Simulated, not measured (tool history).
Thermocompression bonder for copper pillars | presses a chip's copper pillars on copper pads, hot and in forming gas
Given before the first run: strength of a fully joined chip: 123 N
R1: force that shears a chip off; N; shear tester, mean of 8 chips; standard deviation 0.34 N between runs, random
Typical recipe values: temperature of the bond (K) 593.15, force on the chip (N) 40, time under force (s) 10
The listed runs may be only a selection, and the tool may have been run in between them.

run 1 day=0.000 | temperature_of_the_bond_(K)=593.15 force_on_the_chip_(N)=40 time_under_force_(s)=10 | R1=87.0
run 2 day=3.958 | temperature_of_the_bond_(K)=593.15 force_on_the_chip_(N)=40 time_under_force_(s)=10 | R1=87.7
run 3 day=7.596 | temperature_of_the_bond_(K)=593.15 force_on_the_chip_(N)=40 time_under_force_(s)=10 | R1=87.1
run 4 day=10.121 | temperature_of_the_bond_(K)=593.15 force_on_the_chip_(N)=40 time_under_force_(s)=10 | R1=87.3
run 5 day=12.438 | temperature_of_the_bond_(K)=593.15 force_on_the_chip_(N)=40 time_under_force_(s)=10 | R1=87.6
run 6 day=16.038 | temperature_of_the_bond_(K)=593.15 force_on_the_chip_(N)=40 time_under_force_(s)=10 | R1=86.6
run 7 day=19.517 | temperature_of_the_bond_(K)=593.15 force_on_the_chip_(N)=40 time_under_force_(s)=10 | R1=86.6
run 8 day=22.938 | temperature_of_the_bond_(K)=593.15 force_on_the_chip_(N)=40 time_under_force_(s)=10 | R1=86.8
run 9 day=25.512 | temperature_of_the_bond_(K)=593.15 force_on_the_chip_(N)=40 time_under_force_(s)=10 | R1=86.9
run 10 day=27.721 | temperature_of_the_bond_(K)=593.15 force_on_the_chip_(N)=40 time_under_force_(s)=10 | R1=87.4
run 11 day=30.679 | temperature_of_the_bond_(K)=593.15 force_on_the_chip_(N)=40 time_under_force_(s)=10 | R1=86.7
run 12 day=32.696 | temperature_of_the_bond_(K)=563.15 force_on_the_chip_(N)=40 time_under_force_(s)=10 | R1=66.8
run 13 day=34.904 | temperature_of_the_bond_(K)=563.15 force_on_the_chip_(N)=40 time_under_force_(s)=10 | R1=66.4
run 14 day=37.854 | temperature_of_the_bond_(K)=593.15 force_on_the_chip_(N)=40 time_under_force_(s)=10 | R1=86.8
run 15 day=40.317 | temperature_of_the_bond_(K)=593.15 force_on_the_chip_(N)=40 time_under_force_(s)=10 | R1=86.1
run 16 day=42.854 | temperature_of_the_bond_(K)=593.15 force_on_the_chip_(N)=40 time_under_force_(s)=10 | R1=85.9
-- day=43.825 heater calibrated with a thermocouple chip
run 17 day=44.933 | temperature_of_the_bond_(K)=593.15 force_on_the_chip_(N)=40 time_under_force_(s)=10 | R1=85.6
run 18 day=46.779 | temperature_of_the_bond_(K)=593.15 force_on_the_chip_(N)=40 time_under_force_(s)=10 | R1=86.0
-- day=47.383 forming gas filter changed
run 19 day=48.783 | temperature_of_the_bond_(K)=593.15 force_on_the_chip_(N)=35 time_under_force_(s)=7 | R1=72.6
run 20 day=52.292 | temperature_of_the_bond_(K)=575.15 force_on_the_chip_(N)=35 time_under_force_(s)=13 | R1=74.8
run 21 day=55.029 | temperature_of_the_bond_(K)=598.15 force_on_the_chip_(N)=40 time_under_force_(s)=10 | R1=89.2
run 22 day=57.225 | temperature_of_the_bond_(K)=593.15 force_on_the_chip_(N)=25 time_under_force_(s)=10 | R1=64.4

Run 23, settings as shown, results not yet in. Your forecast:
run 23 day=60.496 | temperature_of_the_bond_(K)=572.15 force_on_the_chip_(N)=59 time_under_force_(s)=7 | R1=?

R1: 81.3 N
With the hidden condition absent and the run-to-run variation left alone, this run would have shown R1 82.9 N.
